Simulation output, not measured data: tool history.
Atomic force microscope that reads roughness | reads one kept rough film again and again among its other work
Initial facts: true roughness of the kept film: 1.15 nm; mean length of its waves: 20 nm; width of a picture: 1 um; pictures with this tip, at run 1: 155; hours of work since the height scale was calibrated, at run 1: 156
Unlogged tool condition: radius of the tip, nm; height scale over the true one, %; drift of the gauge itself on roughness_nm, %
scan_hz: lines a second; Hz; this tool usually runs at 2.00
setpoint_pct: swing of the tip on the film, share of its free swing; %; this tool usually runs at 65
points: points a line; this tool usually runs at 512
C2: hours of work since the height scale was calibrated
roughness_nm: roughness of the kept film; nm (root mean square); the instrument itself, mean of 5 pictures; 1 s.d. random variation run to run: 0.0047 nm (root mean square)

{"run": 1, "hour": 0.0, "scan_hz": 2.0, "setpoint_pct": 65, "points": 512, "pictures with this tip": 155, "C2": 156, "roughness_nm": 1.0}
{"run": 2, "hour": 8.3, "scan_hz": 2.0, "setpoint_pct": 65, "points": 512, "pictures with this tip": 173, "C2": 162, "roughness_nm": 0.995}
{"run": 3, "hour": 17.6, "scan_hz": 2.0, "setpoint_pct": 65, "points": 512, "pictures with this tip": 193, "C2": 168, "roughness_nm": 0.995}
{"run": 4, "hour": 23.5, "scan_hz": 2.0, "setpoint_pct": 65, "points": 512, "pictures with this tip": 207, "C2": 173, "roughness_nm": 0.987}
{"run": 5, "hour": 32.9, "scan_hz": 2.0, "setpoint_pct": 65, "points": 750, "pictures with this tip": 227, "C2": 179, "roughness_nm": 0.99}
{"run": 6, "hour": 39.3, "scan_hz": 2.0, "setpoint_pct": 65, "points": 512, "pictures with this tip": 241, "C2": 184, "roughness_nm": 0.98}
{"run": 7, "hour": 46.4, "scan_hz": 2.0, "setpoint_pct": 65, "points": 512, "pictures with this tip": 257, "C2": 189, "roughness_nm": 0.981}
{"run": 8, "hour": 54.9, "scan_hz": 2.0, "setpoint_pct": 65, "points": 512, "pictures with this tip": 276, "C2": 195, "roughness_nm": 0.975}
{"run": 9, "hour": 62.1, "scan_hz": 2.0, "setpoint_pct": 72, "points": 512, "pictures with this tip": 292, "C2": 200, "roughness_nm": 0.952}
{"hour": 63.6, "done": "height scale calibrated on a step standard"}
{"hour": 66.1, "done": "new tip fitted"}
{"run": 10, "hour": 71.9, "scan_hz": 2.0, "setpoint_pct": 72, "points": 512, "pictures with this tip": 13, "C2": 6, "roughness_nm": 1.021}
{"run": 11, "hour": 78.2, "scan_hz": 2.0, "setpoint_pct": 65, "points": 512, "pictures with this tip": 27, "C2": 10, "roughness_nm": 1.038}
{"run": 12, "hour": 83.0, "scan_hz": 1.17, "setpoint_pct": 75, "points": 796, "pictures with this tip": 37, "C2": 14, "roughness_nm": 1.046}
{"run": 13, "hour": 90.1, "scan_hz": 1.17, "setpoint_pct": 75, "points": 796, "pictures with this tip": 53, "C2": 19, "roughness_nm": 1.042}

Estimate the outcome of run 14 from the log above:
{"run": 14, "hour": 99.5, "scan_hz": 0.72, "setpoint_pct": 65, "points": 310, "pictures with this tip": 74, "C2": 25, "roughness_nm": "?"}

{"run 14": {"roughness_nm": 1.027}}
Without the tool's hidden state the same run would have given roughness_nm 1.041 nm (root mean square).
